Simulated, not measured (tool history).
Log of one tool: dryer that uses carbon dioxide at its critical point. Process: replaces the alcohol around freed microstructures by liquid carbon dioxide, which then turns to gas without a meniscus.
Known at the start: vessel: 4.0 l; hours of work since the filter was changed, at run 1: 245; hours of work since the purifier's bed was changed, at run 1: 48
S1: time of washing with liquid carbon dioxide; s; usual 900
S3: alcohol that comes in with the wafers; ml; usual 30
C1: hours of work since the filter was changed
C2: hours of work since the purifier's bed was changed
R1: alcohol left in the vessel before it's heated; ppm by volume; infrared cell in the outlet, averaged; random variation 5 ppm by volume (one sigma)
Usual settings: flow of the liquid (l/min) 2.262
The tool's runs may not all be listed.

Run 1, hour 0: usual settings; C1 245; C2 48. Result: R1 26 ppm by volume.
Run 2, hour 4.8: usual settings but S3 63 ml; C1 248; C2 50. Result: R1 65 ppm by volume.
Run 3, hour 12.2: usual settings but S1 780 s; C1 251; C2 53. Result: R1 63 ppm by volume.
Run 4, hour 19.8: usual settings but S1 780 s; C1 254; C2 56. Result: R1 71 ppm by volume.
Run 5, hour 24.6: usual settings but S1 780 s; C1 256; C2 58. Result: R1 74 ppm by volume.
Run 6, hour 34.6: usual settings but S1 780 s; C1 260; C2 62. Result: R1 67 ppm by volume.
Run 7, hour 40.2: usual settings but flow of the liquid (l/min) 2.56; C1 263; C2 65. Result: R1 37 ppm by volume.
Run 8, hour 48.3: usual settings but flow of the liquid (l/min) 2.56; C1 266; C2 68. Result: R1 36 ppm by volume.
Run 9, hour 53.1: usual settings; C1 268; C2 70. Result: R1 41 ppm by volume.
Run 10, hour 59.9: usual settings; C1 271; C2 73. Result: R1 57 ppm by volume.
Run 11, hour 69.1: usual settings; C1 275; C2 77. Result: R1 44 ppm by volume.
Run 12, hour 77.7: usual settings; C1 279; C2 81. Result: R1 47 ppm by volume.

Forecast run 13:
Run 13, hour 84.4: usual settings but S1 840 s, flow of the liquid (l/min) 2.04; C1 282; C2 84. Result: R1 ?.

{"run 13": {"R1": 77}}
Without the tool's hidden state the same run would have given R1 36 ppm by volume.
